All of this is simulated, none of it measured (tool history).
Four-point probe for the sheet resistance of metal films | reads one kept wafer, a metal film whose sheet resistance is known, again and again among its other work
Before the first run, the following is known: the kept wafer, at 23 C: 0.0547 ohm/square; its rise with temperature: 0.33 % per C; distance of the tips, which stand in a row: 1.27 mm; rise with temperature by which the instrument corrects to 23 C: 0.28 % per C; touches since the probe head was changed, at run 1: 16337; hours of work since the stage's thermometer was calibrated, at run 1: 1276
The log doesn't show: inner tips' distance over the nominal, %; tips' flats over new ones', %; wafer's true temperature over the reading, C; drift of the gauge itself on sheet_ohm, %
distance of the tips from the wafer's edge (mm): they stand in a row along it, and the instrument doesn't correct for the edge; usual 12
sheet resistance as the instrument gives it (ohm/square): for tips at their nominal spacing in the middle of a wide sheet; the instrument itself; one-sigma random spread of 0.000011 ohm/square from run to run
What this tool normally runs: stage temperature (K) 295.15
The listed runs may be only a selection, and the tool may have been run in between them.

run	hour	stage temperature (K)	distance of the tips from the wafer's edge (mm)	touches since the probe head was changed	hours of work since the stage's thermometer was calibrated	sheet resistance as the instrument gives it (ohm/square)
1	0	295.15	12	16337	1276	0.054671
# hour 23.6: stage's thermometer calibrated
2	23.6	295.15	12	16667	0	0.054655
3	43.9	295.15	12	16956	14	0.05463
4	64.6	295.15	75	17253	27	0.054308
5	87.7	295.15	75	17583	43	0.054336
6	117.2	295.15	75	18005	63	0.054318
7	132.8	295.15	75	18227	73	0.054322
8	155.4	295.15	12	18550	88	0.054639
# hour 157.4: stage's thermometer calibrated, once more
9	180.5	295.15	12	18901	15	0.054713
10	195.9	295.15	6	19122	26	0.055636
11	210.4	295.15	6	19330	35	0.055679
12	225.5	295.15	19	19545	46	0.054484
13	242	295.15	12	19780	57	0.054698
14	259.2	295.15	12	20027	68	0.054703
15	281.9	295.15	12	20350	83	0.054681
16	296.5	295.15	12	20559	93	0.054702
17	320.6	295.15	12	20904	109	0.054701
18	350.4	295.15	12	21329	129	0.054697
19	373.4	295.15	12	21658	144	0.054665
20	388.7	295.15	12	21877	155	0.054679
21	410.4	295.15	12	22187	169	0.05467
22	429.5	295.15	12	22460	182	0.054691
23	445.9	295.15	12	22693	193	0.054691
24	470.9	295.15	36	23051	210	0.05441
25	498.2	295.15	36	23441	228	0.0544
26	529.7	295.15	36	23892	249	0.054397
27	554.4	295.15	36	24244	265	0.054374
28	571.2	295.15	36	24484	277	0.054409
29	599.6	303.15	5	24890	296	0.05636
30	626.7	303.15	5	25277	314	0.056343
31	646.9	303.15	5	25566	327	0.056352
32	674.7	296.15	20	25963	346	0.054469
33	693.1	296.15	20	26225	358	0.054488
34	720.3	296.15	20	26614	376	0.054501
35	733.2	296.15	20	26799	385	0.054492
36	751.4	296.15	8	27058	397	0.055098
37	769.2	300.15	56	27313	409	0.054467
38	787.2	300.15	56	27570	421	0.054458
39	802.1	308.15	12	27783	431	0.054973
40	828.2	308.15	12	28156	448	0.054964
41	847.1	308.15	12	28426	461	0.054985
42	869.3	294.15	9	28744	476	0.054883
43	898.6	293.15	23	29163	496	0.054358
44	921.2	292.15	27	29485	511	0.054317
45	935.4	292.15	27	29688	520	0.054302

Pick out some run-to-run changes in sheet resistance as the instrument gives it (ohm/square). Of each, how much would a tool without hidden state show as well, from the settings, what came in and chance, and how much is left for the hidden state and any gauge scatter not in both results compared?
Run 1 -> 2: stage's thermometer calibrated. sheet resistance as the instrument gives it (ohm/square) -0.000016: hidden state -0.000013, all else -0.000003.
Run 8 -> 9: stage's thermometer calibrated, once more. sheet resistance as the instrument gives it (ohm/square) +0.000074: hidden state +0.00006, all else +0.000014.
Run 11 -> 12: distance of the tips from the wafer's edge (mm) 6 -> 19. sheet resistance as the instrument gives it (ohm/square) -0.001195: hidden state +0.000004, all else -0.001199.
Run 28 -> 29: stage temperature (K) 295.15 -> 303.15, distance of the tips from the wafer's edge (mm) 36 -> 5. sheet resistance as the instrument gives it (ohm/square) +0.001951: hidden state -0.000012, all else +0.001963.
Run 31 -> 32: stage temperature (K) 303.15 -> 296.15, distance of the tips from the wafer's edge (mm) 5 -> 20. sheet resistance as the instrument gives it (ohm/square) -0.001883: hidden state +0.000008, all else -0.001891.

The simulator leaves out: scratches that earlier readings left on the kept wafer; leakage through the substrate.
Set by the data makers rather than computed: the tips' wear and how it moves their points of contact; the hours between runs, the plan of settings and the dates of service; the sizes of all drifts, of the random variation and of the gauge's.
